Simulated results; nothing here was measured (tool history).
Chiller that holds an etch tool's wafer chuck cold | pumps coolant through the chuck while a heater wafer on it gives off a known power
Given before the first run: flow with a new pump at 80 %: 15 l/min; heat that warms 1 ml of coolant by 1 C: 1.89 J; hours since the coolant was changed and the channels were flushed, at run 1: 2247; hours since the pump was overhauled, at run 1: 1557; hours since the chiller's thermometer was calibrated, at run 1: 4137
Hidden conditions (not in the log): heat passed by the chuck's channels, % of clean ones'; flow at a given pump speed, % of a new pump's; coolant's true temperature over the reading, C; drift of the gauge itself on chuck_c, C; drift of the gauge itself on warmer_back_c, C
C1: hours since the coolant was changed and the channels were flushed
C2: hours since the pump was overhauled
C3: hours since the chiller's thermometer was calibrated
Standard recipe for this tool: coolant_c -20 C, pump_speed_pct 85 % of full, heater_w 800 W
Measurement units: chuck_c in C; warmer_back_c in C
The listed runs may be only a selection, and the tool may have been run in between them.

{"run": 1, "hour": 0.0, "coolant_c": -20, "pump_speed_pct": 85, "heater_w": 800, "C1": 2247, "C2": 1557, "C3": 4137, "chuck_c": -14.6, "warmer_back_c": 1.67}
{"run": 2, "hour": 65.2, "coolant_c": -20, "pump_speed_pct": 85, "heater_w": 638, "C1": 2312, "C2": 1622, "C3": 4202, "chuck_c": -15.6, "warmer_back_c": 1.37}
{"run": 3, "hour": 158.7, "coolant_c": -20, "pump_speed_pct": 99, "heater_w": 800, "C1": 2406, "C2": 1715, "C3": 4296, "chuck_c": -15.5, "warmer_back_c": 1.44}
{"run": 4, "hour": 243.1, "coolant_c": -20, "pump_speed_pct": 99, "heater_w": 1048, "C1": 2490, "C2": 1800, "C3": 4380, "chuck_c": -13.7, "warmer_back_c": 1.87}
{"run": 5, "hour": 325.2, "coolant_c": -13, "pump_speed_pct": 99, "heater_w": 1048, "C1": 2572, "C2": 1882, "C3": 4462, "chuck_c": -6.9, "warmer_back_c": 1.85}
{"run": 6, "hour": 414.4, "coolant_c": -13, "pump_speed_pct": 99, "heater_w": 1048, "C1": 2662, "C2": 1971, "C3": 4551, "chuck_c": -6.7, "warmer_back_c": 1.9}
{"run": 7, "hour": 475.1, "coolant_c": -13, "pump_speed_pct": 99, "heater_w": 1048, "C1": 2722, "C2": 2032, "C3": 4612, "chuck_c": -6.9, "warmer_back_c": 1.87}
{"run": 8, "hour": 570.7, "coolant_c": -13, "pump_speed_pct": 99, "heater_w": 1048, "C1": 2818, "C2": 2127, "C3": 4708, "chuck_c": -6.9, "warmer_back_c": 1.93}
{"hour": 662.8, "done": "chiller's thermometer calibrated"}
{"run": 9, "hour": 663.4, "coolant_c": -13, "pump_speed_pct": 99, "heater_w": 1048, "C1": 2910, "C2": 2219, "C3": 1, "chuck_c": -7.3, "warmer_back_c": 1.93}
{"run": 10, "hour": 702.2, "coolant_c": -13, "pump_speed_pct": 99, "heater_w": 1048, "C1": 2948, "C2": 2258, "C3": 39, "chuck_c": -7, "warmer_back_c": 1.92}
{"run": 11, "hour": 781.0, "coolant_c": -13, "pump_speed_pct": 99, "heater_w": 1048, "C1": 3027, "C2": 2337, "C3": 118, "chuck_c": -7.4, "warmer_back_c": 1.9}
{"run": 12, "hour": 848.9, "coolant_c": -13, "pump_speed_pct": 99, "heater_w": 1048, "C1": 3095, "C2": 2405, "C3": 186, "chuck_c": -7.4, "warmer_back_c": 1.89}
{"run": 13, "hour": 927.1, "coolant_c": -13, "pump_speed_pct": 99, "heater_w": 1048, "C1": 3173, "C2": 2483, "C3": 264, "chuck_c": -7.3, "warmer_back_c": 1.93}
{"run": 14, "hour": 1007.4, "coolant_c": -13, "pump_speed_pct": 99, "heater_w": 1048, "C1": 3254, "C2": 2563, "C3": 345, "chuck_c": -7.3, "warmer_back_c": 1.93}
{"run": 15, "hour": 1076.3, "coolant_c": -13, "pump_speed_pct": 99, "heater_w": 1048, "C1": 3323, "C2": 2632, "C3": 413, "chuck_c": -7.1, "warmer_back_c": 1.94}
{"run": 16, "hour": 1148.4, "coolant_c": -20, "pump_speed_pct": 85, "heater_w": 571, "C1": 3395, "C2": 2704, "C3": 486, "chuck_c": -16.5, "warmer_back_c": 1.21}
{"run": 17, "hour": 1188.2, "coolant_c": -27, "pump_speed_pct": 71, "heater_w": 1188, "C1": 3434, "C2": 2744, "C3": 525, "chuck_c": -18.6, "warmer_back_c": 3.15}
{"run": 18, "hour": 1235.7, "coolant_c": -20, "pump_speed_pct": 88, "heater_w": 440, "C1": 3482, "C2": 2791, "C3": 573, "chuck_c": -17.3, "warmer_back_c": 0.9}
{"run": 19, "hour": 1292.8, "coolant_c": -20, "pump_speed_pct": 88, "heater_w": 803, "C1": 3539, "C2": 2849, "C3": 630, "chuck_c": -15, "warmer_back_c": 1.73}
{"run": 20, "hour": 1385.5, "coolant_c": -16, "pump_speed_pct": 85, "heater_w": 800, "C1": 3632, "C2": 2941, "C3": 723, "chuck_c": -10.9, "warmer_back_c": 1.73}
{"run": 21, "hour": 1481.0, "coolant_c": -16, "pump_speed_pct": 99, "heater_w": 800, "C1": 3727, "C2": 3037, "C3": 818, "chuck_c": -11.5, "warmer_back_c": 1.49}
{"run": 22, "hour": 1551.3, "coolant_c": -16, "pump_speed_pct": 82, "heater_w": 800, "C1": 3798, "C2": 3107, "C3": 888, "chuck_c": -10.9, "warmer_back_c": 1.81}
{"run": 23, "hour": 1622.6, "coolant_c": -16, "pump_speed_pct": 82, "heater_w": 800, "C1": 3869, "C2": 3178, "C3": 960, "chuck_c": -10.9, "warmer_back_c": 1.77}
{"run": 24, "hour": 1662.5, "coolant_c": -16, "pump_speed_pct": 73, "heater_w": 800, "C1": 3909, "C2": 3218, "C3": 1000, "chuck_c": -10.4, "warmer_back_c": 2.03}
{"run": 25, "hour": 1755.3, "coolant_c": -16, "pump_speed_pct": 73, "heater_w": 800, "C1": 4002, "C2": 3311, "C3": 1092, "chuck_c": -10.2, "warmer_back_c": 2.06}
{"run": 26, "hour": 1826.4, "coolant_c": -12, "pump_speed_pct": 61, "heater_w": 800, "C1": 4073, "C2": 3382, "C3": 1164, "chuck_c": -5.4, "warmer_back_c": 2.4}
{"run": 27, "hour": 1913.0, "coolant_c": -12, "pump_speed_pct": 61, "heater_w": 800, "C1": 4159, "C2": 3469, "C3": 1250, "chuck_c": -5.5, "warmer_back_c": 2.44}
{"run": 28, "hour": 1967.2, "coolant_c": -12, "pump_speed_pct": 61, "heater_w": 800, "C1": 4213, "C2": 3523, "C3": 1304, "chuck_c": -5.3, "warmer_back_c": 2.5}
{"run": 29, "hour": 2054.8, "coolant_c": -16, "pump_speed_pct": 67, "heater_w": 800, "C1": 4301, "C2": 3611, "C3": 1392, "chuck_c": -9.8, "warmer_back_c": 2.22}
{"run": 30, "hour": 2116.2, "coolant_c": -20, "pump_speed_pct": 85, "heater_w": 849, "C1": 4362, "C2": 3672, "C3": 1453, "chuck_c": -14.5, "warmer_back_c": 1.91}
{"run": 31, "hour": 2209.5, "coolant_c": -25, "pump_speed_pct": 85, "heater_w": 711, "C1": 4456, "C2": 3765, "C3": 1547, "chuck_c": -20.3, "warmer_back_c": 1.62}

Measured minus without-hidden-state, run by run (identical run-to-run variation in each term; gauge scatter may differ):
run=1 chuck_c=+0.9 warmer_back_c=+0.08
run=2 chuck_c=+0.8 warmer_back_c=+0.07
run=3 chuck_c=+0.8 warmer_back_c=+0.08
run=4 chuck_c=+1 warmer_back_c=+0.11
run=5 chuck_c=+0.9 warmer_back_c=+0.11
run=6 chuck_c=+1 warmer_back_c=+0.11
run=7 chuck_c=+1.1 warmer_back_c=+0.12
run=8 chuck_c=+1 warmer_back_c=+0.12
run=9 chuck_c=+0.6 warmer_back_c=+0.13
run=10 chuck_c=+0.6 warmer_back_c=+0.13
run=11 chuck_c=+0.6 warmer_back_c=+0.13
run=12 chuck_c=+0.6 warmer_back_c=+0.13
run=13 chuck_c=+0.7 warmer_back_c=+0.14
run=14 chuck_c=+0.6 warmer_back_c=+0.14
run=15 chuck_c=+0.7 warmer_back_c=+0.15
run=16 chuck_c=+0.5 warmer_back_c=+0.09
run=17 chuck_c=+1 warmer_back_c=+0.24
run=18 chuck_c=+0.4 warmer_back_c=+0.07
run=19 chuck_c=+0.7 warmer_back_c=+0.13
run=20 chuck_c=+0.7 warmer_back_c=+0.15
run=21 chuck_c=+0.7 warmer_back_c=+0.13
run=22 chuck_c=+0.7 warmer_back_c=+0.16
run=23 chuck_c=+0.7 warmer_back_c=+0.17
run=24 chuck_c=+0.8 warmer_back_c=+0.19
run=25 chuck_c=+0.9 warmer_back_c=+0.19
run=26 chuck_c=+1 warmer_back_c=+0.23
run=27 chuck_c=+1 warmer_back_c=+0.24
run=28 chuck_c=+1.1 warmer_back_c=+0.25
run=29 chuck_c=+1 warmer_back_c=+0.23
run=30 chuck_c=+1 warmer_back_c=+0.19
run=31 chuck_c=+0.9 warmer_back_c=+0.17
